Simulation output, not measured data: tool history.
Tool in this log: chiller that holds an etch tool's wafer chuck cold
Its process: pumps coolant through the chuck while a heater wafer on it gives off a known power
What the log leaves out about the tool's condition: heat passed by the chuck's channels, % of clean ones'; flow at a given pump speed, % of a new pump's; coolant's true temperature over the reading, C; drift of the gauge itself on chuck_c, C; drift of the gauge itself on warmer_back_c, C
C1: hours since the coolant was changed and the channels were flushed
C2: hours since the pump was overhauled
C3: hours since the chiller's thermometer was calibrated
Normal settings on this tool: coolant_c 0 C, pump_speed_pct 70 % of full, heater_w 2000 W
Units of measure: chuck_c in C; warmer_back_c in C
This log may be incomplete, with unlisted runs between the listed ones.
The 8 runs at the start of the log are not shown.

Run 9, day 14.817: usual settings but coolant_c 7 C; C1 4102; C2 2628; C3 3440. Result: chuck_c 23.4 C, warmer_back_c 10.26 C.
Run 10, day 17.183: usual settings but coolant_c 7 C; C1 4159; C2 2685; C3 3496. Result: chuck_c 23.4 C, warmer_back_c 10.17 C.
Run 11, day 19.129: usual settings but coolant_c 7 C; C1 4206; C2 2732; C3 3543. Result: chuck_c 23.3 C, warmer_back_c 10.31 C.
Run 12, day 21.438: usual settings but pump_speed_pct 60 % of full; C1 4261; C2 2787; C3 3599. Result: chuck_c 18.4 C, warmer_back_c 12.00 C.
Run 13, day 22.512: usual settings but pump_speed_pct 60 % of full; C1 4287; C2 2813; C3 3624. Result: chuck_c 18.5 C, warmer_back_c 11.92 C.
Run 14, day 23.717: usual settings but pump_speed_pct 60 % of full; C1 4316; C2 2842; C3 3653. Result: chuck_c 18.3 C, warmer_back_c 12.04 C.
Run 15, day 25.925: usual settings but pump_speed_pct 60 % of full; C1 4369; C2 2895; C3 3706. Result: chuck_c 18.3 C, warmer_back_c 11.93 C.
Run 16, day 27.012: usual settings; C1 4395; C2 2921; C3 3732. Result: chuck_c 16.4 C, warmer_back_c 10.35 C.
Run 17, day 29.575: usual settings; C1 4457; C2 2983; C3 3794. Result: chuck_c 16.3 C, warmer_back_c 10.33 C.
At day 30.917: coolant changed, channels flushed.
Run 18, day 31.175: usual settings; C1 6; C2 3015; C3 3826. Result: chuck_c 16.3 C, warmer_back_c 10.29 C.
Run 19, day 32.654: usual settings; C1 42; C2 3051; C3 3862. Result: chuck_c 16.4 C, warmer_back_c 10.40 C.
Run 20, day 35.062: usual settings but coolant_c -1 C, pump_speed_pct 85 % of full, heater_w 1068 W; C1 100; C2 3108; C3 3920. Result: chuck_c 6.6 C, warmer_back_c 4.70 C.
Run 21, day 37.238: usual settings but coolant_c -1 C, pump_speed_pct 85 % of full, heater_w 1068 W; C1 152; C2 3161; C3 3972. Result: chuck_c 6.5 C, warmer_back_c 4.71 C.
Run 22, day 38.358: usual settings but coolant_c -1 C, pump_speed_pct 85 % of full, heater_w 1068 W; C1 179; C2 3187; C3 3999. Result: chuck_c 6.5 C, warmer_back_c 4.70 C.
Run 23, day 39.729: usual settings but coolant_c -1 C, pump_speed_pct 82 % of full, heater_w 2775 W; C1 212; C2 3220; C3 4032. Result: chuck_c 19.0 C, warmer_back_c 12.25 C.
Run 24, day 42.033: usual settings but coolant_c -1 C, pump_speed_pct 63 % of full, heater_w 2512 W; C1 267; C2 3276; C3 4087. Result: chuck_c 21.2 C, warmer_back_c 14.48 C.
Run 25, day 43.833: usual settings but coolant_c -1 C, pump_speed_pct 63 % of full, heater_w 2512 W; C1 310; C2 3319; C3 4130. Result: chuck_c 21.2 C, warmer_back_c 14.42 C.
Run 26, day 45.804: usual settings but pump_speed_pct 68 % of full, heater_w 1265 W; C1 357; C2 3366; C3 4177. Result: chuck_c 10.6 C, warmer_back_c 6.90 C.
Run 27, day 47.912: usual settings but pump_speed_pct 68 % of full, heater_w 1265 W; C1 408; C2 3417; C3 4228. Result: chuck_c 10.6 C, warmer_back_c 6.95 C.
Run 28, day 49.262: usual settings but coolant_c 8 C, pump_speed_pct 91 % of full, heater_w 1265 W; C1 440; C2 3449; C3 4260. Result: chuck_c 16.4 C, warmer_back_c 5.25 C.
Run 29, day 51.842: usual settings but coolant_c -3 C, pump_speed_pct 64 % of full, heater_w 1265 W; C1 502; C2 3511; C3 4322. Result: chuck_c 8.0 C, warmer_back_c 7.40 C.
Run 30, day 53.821: usual settings but coolant_c 5 C, pump_speed_pct 64 % of full, heater_w 1166 W; C1 550; C2 3559; C3 4370. Result: chuck_c 15.2 C, warmer_back_c 6.88 C.
Run 31, day 55.062: usual settings but coolant_c 5 C, pump_speed_pct 64 % of full, heater_w 1166 W; C1 580; C2 3588; C3 4400. Result: chuck_c 15.3 C, warmer_back_c 6.81 C.

3 ways to go on from here, each from the tool as it stands after run 31. What would each give?
Run A, day 57.175: usual settings but coolant_c -7 C, pump_speed_pct 64 % of full, heater_w 2899 W; C1 630; C2 3639; C3 4450. Result: chuck_c ?, warmer_back_c ?.
Run B, day 57.175: usual settings but coolant_c -1 C, pump_speed_pct 74 % of full; C1 630; C2 3639; C3 4450. Result: chuck_c ?, warmer_back_c ?.
Run C, day 57.175: usual settings but coolant_c -1 C, pump_speed_pct 95 % of full, heater_w 1318 W; C1 630; C2 3639; C3 4450. Result: chuck_c ?, warmer_back_c ?.

run  chuck_c  warmer_back_c
  A     18.4          16.51
  B     14.6           9.97
  C      7.5           5.26
Stripped of hidden state, with their random variation kept, the same runs would have yielded:
run  chuck_c  warmer_back_c
  A     18.4          16.08
  B     14.6           9.55
  C      7.4           4.84

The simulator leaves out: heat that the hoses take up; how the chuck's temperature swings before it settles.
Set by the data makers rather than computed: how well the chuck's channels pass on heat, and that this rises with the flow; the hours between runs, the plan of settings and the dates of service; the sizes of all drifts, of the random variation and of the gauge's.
